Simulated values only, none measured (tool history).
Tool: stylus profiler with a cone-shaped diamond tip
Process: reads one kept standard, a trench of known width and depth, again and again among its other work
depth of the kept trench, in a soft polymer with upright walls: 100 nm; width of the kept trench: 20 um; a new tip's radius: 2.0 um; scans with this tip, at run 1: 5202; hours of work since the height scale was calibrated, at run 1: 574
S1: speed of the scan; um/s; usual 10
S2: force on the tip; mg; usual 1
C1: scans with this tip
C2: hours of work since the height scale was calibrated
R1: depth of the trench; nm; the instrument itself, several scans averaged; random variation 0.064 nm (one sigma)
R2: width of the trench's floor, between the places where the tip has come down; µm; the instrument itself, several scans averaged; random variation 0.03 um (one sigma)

Run 1, day 0: usual settings; C1 5202; C2 574. Result: R1 100.6 nm, R2 18.48 µm.
Run 2, day 0.738: usual settings; C1 5282; C2 582. Result: R1 100.67 nm, R2 18.42 µm.
Run 3, day 1.575: usual settings; C1 5373; C2 592. Result: R1 100.68 nm, R2 18.44 µm.
Run 4, day 2.446: usual settings; C1 5467; C2 603. Result: R1 100.74 nm, R2 18.43 µm.
Run 5, day 3.679: usual settings; C1 5600; C2 617. Result: R1 100.74 nm, R2 18.47 µm.
Run 6, day 4.612: usual settings; C1 5701; C2 629. Result: R1 100.65 nm, R2 18.42 µm.
Run 7, day 6.058: usual settings but S2 0.74 mg; C1 5858; C2 646. Result: R1 100.54 nm, R2 18.44 µm.
Run 8, day 7.192: usual settings but S2 0.74 mg; C1 5981; C2 659. Result: R1 100.58 nm, R2 18.43 µm.
Run 9, day 8.288: usual settings but S2 0.74 mg; C1 6099; C2 672. Result: R1 100.49 nm, R2 18.43 µm.
Run 10, day 8.946: usual settings but S2 0.74 mg; C1 6170; C2 680. Result: R1 100.46 nm, R2 18.39 µm.
Run 11, day 9.542: usual settings but S2 0.74 mg; C1 6235; C2 687. Result: R1 100.74 nm, R2 18.46 µm.
Run 12, day 10.85: usual settings but S1 40 um/s, S2 0.51 mg; C1 6377; C2 703. Result: R1 100.44 nm, R2 18.01 µm.
Run 13, day 11.838: usual settings but S1 40 um/s, S2 0.51 mg; C1 6484; C2 715. Result: R1 100.44 nm, R2 18.02 µm.
Run 14, day 12.646: usual settings but S1 3 um/s, S2 1.19 mg; C1 6571; C2 724. Result: R1 100.82 nm, R2 18.48 µm.
Run 15, day 13.896: usual settings but S1 7 um/s; C1 6706; C2 739. Result: R1 100.61 nm, R2 18.46 µm.
Run 16, day 14.862: usual settings but S1 7 um/s; C1 6811; C2 751. Result: R1 100.67 nm, R2 18.44 µm.
Run 17, day 16.221: usual settings but S1 7 um/s; C1 6958; C2 767. Result: R1 100.61 nm, R2 18.42 µm.
Run 18, day 17.183: usual settings but S1 3 um/s, S2 0.52 mg; C1 7062; C2 779. Result: R1 100.55 nm, R2 18.5 µm.
Run 19, day 18.429: usual settings but S1 4 um/s; C1 7197; C2 793. Result: R1 100.79 nm, R2 18.41 µm.
Run 20, day 19.15: usual settings but S1 4 um/s; C1 7275; C2 802. Result: R1 100.71 nm, R2 18.42 µm.
Run 21, day 20.117: usual settings but S1 5 um/s; C1 7380; C2 814. Result: R1 100.71 nm, R2 18.38 µm.

Forecast each of these 3 alternatives for the next run:
Run A, day 20.879: usual settings but S1 3 um/s; C1 7462; C2 823. Result: R1 ?, R2 ?.
Run B, day 20.879: usual settings but S1 5 um/s, S2 1.49 mg; C1 7462; C2 823. Result: R1 ?, R2 ?.
Run C, day 20.879: usual settings but S1 22 um/s, S2 0.43 mg; C1 7462; C2 823. Result: R1 ?, R2 ?.

run      R1     R2
  A  100.64  18.45
  B  100.95  18.47
  C  100.59  18.18
Without the tool's hidden state the same runs would have given:
run      R1     R2
  A  100.43  18.72
  B  100.74  18.74
  C  100.38  18.45

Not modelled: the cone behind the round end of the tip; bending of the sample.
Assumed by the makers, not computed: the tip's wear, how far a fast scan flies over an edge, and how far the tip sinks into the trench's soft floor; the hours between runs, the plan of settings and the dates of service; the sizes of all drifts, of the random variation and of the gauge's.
